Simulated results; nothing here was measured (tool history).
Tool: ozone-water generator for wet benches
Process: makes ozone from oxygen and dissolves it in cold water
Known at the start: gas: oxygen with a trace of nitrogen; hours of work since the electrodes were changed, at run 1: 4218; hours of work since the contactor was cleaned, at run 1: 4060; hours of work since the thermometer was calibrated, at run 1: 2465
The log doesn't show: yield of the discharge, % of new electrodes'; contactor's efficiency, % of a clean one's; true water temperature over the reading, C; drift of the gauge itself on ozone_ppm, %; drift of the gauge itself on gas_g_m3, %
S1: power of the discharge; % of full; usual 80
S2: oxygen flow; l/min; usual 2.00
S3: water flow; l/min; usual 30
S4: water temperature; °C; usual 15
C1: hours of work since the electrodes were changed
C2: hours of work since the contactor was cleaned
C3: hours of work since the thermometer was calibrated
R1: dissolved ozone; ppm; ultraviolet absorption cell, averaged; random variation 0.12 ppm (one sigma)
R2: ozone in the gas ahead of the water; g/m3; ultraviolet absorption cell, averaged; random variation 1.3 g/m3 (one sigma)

{"run": 1, "hour": 0.0, "S1": 80, "S2": 2.0, "S3": 30, "S4": 15, "C1": 4218, "C2": 4060, "C3": 2465, "R1": 7.7, "R2": 201.3}
{"run": 2, "hour": 145.9, "S1": 80, "S2": 2.0, "S3": 27, "S4": 15, "C1": 4350, "C2": 4191, "C3": 2596, "R1": 8.6, "R2": 199.0}
{"run": 3, "hour": 262.9, "S1": 80, "S2": 2.0, "S3": 27, "S4": 15, "C1": 4455, "C2": 4297, "C3": 2701, "R1": 8.5, "R2": 196.0}
{"hour": 320.2, "done": "contactor cleaned"}
{"run": 4, "hour": 406.3, "S1": 80, "S2": 2.0, "S3": 27, "S4": 15, "C1": 4581, "C2": 78, "C3": 2827, "R1": 8.9, "R2": 198.1}
{"run": 5, "hour": 566.2, "S1": 80, "S2": 2.0, "S3": 30, "S4": 20, "C1": 4725, "C2": 222, "C3": 2971, "R1": 7.7, "R2": 194.8}
{"run": 6, "hour": 701.3, "S1": 80, "S2": 2.0, "S3": 30, "S4": 20, "C1": 4846, "C2": 343, "C3": 3093, "R1": 7.4, "R2": 193.5}
{"run": 7, "hour": 820.6, "S1": 80, "S2": 2.0, "S3": 30, "S4": 20, "C1": 4954, "C2": 451, "C3": 3200, "R1": 7.6, "R2": 192.6}
{"run": 8, "hour": 982.8, "S1": 80, "S2": 2.0, "S3": 30, "S4": 20, "C1": 5100, "C2": 597, "C3": 3346, "R1": 7.3, "R2": 192.2}
{"hour": 1034.3, "done": "water thermometer calibrated"}
{"run": 9, "hour": 1090.4, "S1": 80, "S2": 2.0, "S3": 30, "S4": 16, "C1": 5196, "C2": 693, "C3": 50, "R1": 7.6, "R2": 191.3}
{"run": 10, "hour": 1255.9, "S1": 80, "S2": 2.0, "S3": 30, "S4": 15, "C1": 5346, "C2": 842, "C3": 200, "R1": 7.7, "R2": 191.0}
{"run": 11, "hour": 1404.2, "S1": 80, "S2": 2.0, "S3": 30, "S4": 15, "C1": 5479, "C2": 976, "C3": 333, "R1": 7.4, "R2": 190.2}
{"run": 12, "hour": 1485.9, "S1": 80, "S2": 2.0, "S3": 30, "S4": 15, "C1": 5553, "C2": 1050, "C3": 407, "R1": 7.4, "R2": 188.2}
{"run": 13, "hour": 1581.6, "S1": 80, "S2": 2.0, "S3": 30, "S4": 15, "C1": 5639, "C2": 1136, "C3": 493, "R1": 7.6, "R2": 186.5}
{"run": 14, "hour": 1698.4, "S1": 80, "S2": 2.0, "S3": 30, "S4": 15, "C1": 5744, "C2": 1241, "C3": 598, "R1": 7.5, "R2": 186.5}
{"run": 15, "hour": 1838.2, "S1": 80, "S2": 2.0, "S3": 30, "S4": 15, "C1": 5870, "C2": 1367, "C3": 724, "R1": 7.2, "R2": 186.4}
{"run": 16, "hour": 1990.2, "S1": 79, "S2": 2.0, "S3": 19, "S4": 15, "C1": 6007, "C2": 1504, "C3": 861, "R1": 11.9, "R2": 183.9}
{"run": 17, "hour": 2145.9, "S1": 79, "S2": 2.0, "S3": 19, "S4": 15, "C1": 6147, "C2": 1644, "C3": 1001, "R1": 11.8, "R2": 181.5}
{"run": 18, "hour": 2294.2, "S1": 79, "S2": 2.0, "S3": 19, "S4": 15, "C1": 6281, "C2": 1778, "C3": 1135, "R1": 11.5, "R2": 180.3}
{"run": 19, "hour": 2407.8, "S1": 79, "S2": 2.0, "S3": 19, "S4": 15, "C1": 6383, "C2": 1880, "C3": 1237, "R1": 11.5, "R2": 179.3}
{"run": 20, "hour": 2564.7, "S1": 80, "S2": 2.0, "S3": 27, "S4": 12, "C1": 6525, "C2": 2022, "C3": 1379, "R1": 8.1, "R2": 177.9}
{"run": 21, "hour": 2658.4, "S1": 52, "S2": 1.77, "S3": 41, "S4": 12, "C1": 6609, "C2": 2106, "C3": 1463, "R1": 4.0, "R2": 163.4}
{"run": 22, "hour": 2812.0, "S1": 43, "S2": 2.48, "S3": 41, "S4": 9, "C1": 6747, "C2": 2244, "C3": 1601, "R1": 4.1, "R2": 122.2}
{"run": 23, "hour": 2905.9, "S1": 43, "S2": 2.48, "S3": 41, "S4": 9, "C1": 6832, "C2": 2329, "C3": 1686, "R1": 4.2, "R2": 120.6}
{"run": 24, "hour": 3067.3, "S1": 43, "S2": 2.48, "S3": 41, "S4": 9, "C1": 6977, "C2": 2474, "C3": 1831, "R1": 4.0, "R2": 120.5}
{"run": 25, "hour": 3138.0, "S1": 76, "S2": 3.25, "S3": 41, "S4": 9, "C1": 7041, "C2": 2538, "C3": 1895, "R1": 5.3, "R2": 127.1}
{"run": 26, "hour": 3232.9, "S1": 76, "S2": 3.25, "S3": 41, "S4": 9, "C1": 7127, "C2": 2623, "C3": 1981, "R1": 5.3, "R2": 126.3}
{"run": 27, "hour": 3391.3, "S1": 76, "S2": 3.25, "S3": 31, "S4": 14, "C1": 7269, "C2": 2766, "C3": 2123, "R1": 7.0, "R2": 124.9}

Forecast each of these 3 alternatives for the next run:
{"run": "A", "hour": 3533.0, "S1": 80, "S2": 2.0, "S3": 21, "S4": 15, "C1": 7397, "C2": 2894, "C3": 2251, "R1": "?", "R2": "?"}
{"run": "B", "hour": 3533.0, "S1": 76, "S2": 1.19, "S3": 31, "S4": 14, "C1": 7397, "C2": 2894, "C3": 2251, "R1": "?", "R2": "?"}
{"run": "C", "hour": 3533.0, "S1": 81, "S2": 2.0, "S3": 27, "S4": 15, "C1": 7397, "C2": 2894, "C3": 2251, "R1": "?", "R2": "?"}

run=A R1=9.8 R2=170.5
run=B R1=5.6 R2=231.9
run=C R1=7.4 R2=172.5
Without the tool's hidden state the same runs would have given:
run=A R1=14.0 R2=235.5
run=B R1=7.9 R2=317.6
run=C R1=10.6 R2=238.1
